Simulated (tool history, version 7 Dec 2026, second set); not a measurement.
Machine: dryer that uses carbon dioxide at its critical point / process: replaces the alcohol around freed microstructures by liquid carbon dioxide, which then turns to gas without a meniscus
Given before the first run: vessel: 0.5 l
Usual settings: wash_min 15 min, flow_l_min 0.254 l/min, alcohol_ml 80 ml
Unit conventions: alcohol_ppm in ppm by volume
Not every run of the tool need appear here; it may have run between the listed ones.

run	hour	wash_min	flow_l_min	alcohol_ml	alcohol_ppm
1	0	15	0.254	80	280
2	12.3	15	0.254	80	282
3	32.5	15	0.254	80	300
4	50.1	15	0.254	80	305
5	71.6	15	0.254	80	312
6	86.4	15	0.254	80	315
7	98.8	12	0.254	80	1054
8	111.3	12	0.254	80	1063
9	125.1	12	0.254	80	1062
10	147.7	12	0.254	32	449
11	161.6	15	0.254	25	124
12	177.1	20	0.254	80	61
13	196.4	20	0.254	80	69
14	213.1	20	0.254	80	73
15	229.2	15	0.254	80	354
16	248.2	15	0.254	80	364
17	272.6	15	0.254	80	376
18	286.6	19	0.254	31	69
19	303.2	19	0.197	31	214
20	315.4	18	0.197	22	195
21	331.2	11	0.197	22	1533
22	355.4	14	0.254	78	591
23	379.6	13	0.254	54	628
24	402.9	23	0.183	66	236
25	424.8	15	0.17	80	3154
26	448.3	24	0.181	23	107
27	462.5	24	0.297	23	44
28	475.5	24	0.312	57	55
29	493	15	0.223	28	371
30	510.3	15	0.164	80	3851
# hour 515.2: inlet filter changed
31	531.7	15	0.164	80	2044
32	549.7	15	0.232	27	153
33	574.4	10	0.16	80	9534
34	597.5	12	0.342	98	170

Same runs, no hidden state in the tool, same run-to-run variation:
Hidden conditions of the tool in this case: flow that reaches the vessel past the clogged filter, %; alcohol in the recycled carbon dioxide, ppm; drift of the gauge itself on alcohol_ppm, %.
run	alcohol_ppm
1	159
2	153
3	165
4	162
5	164
6	160
7	627
8	622
9	614
10	244
11	50
12	9
13	15
14	17
15	151
16	151
17	155
18	17
19	81
20	73
21	919
22	241
23	267
24	72
25	1660
26	24
27	0
28	6
29	131
30	1963
31	1968
32	96
33	9237
34	104
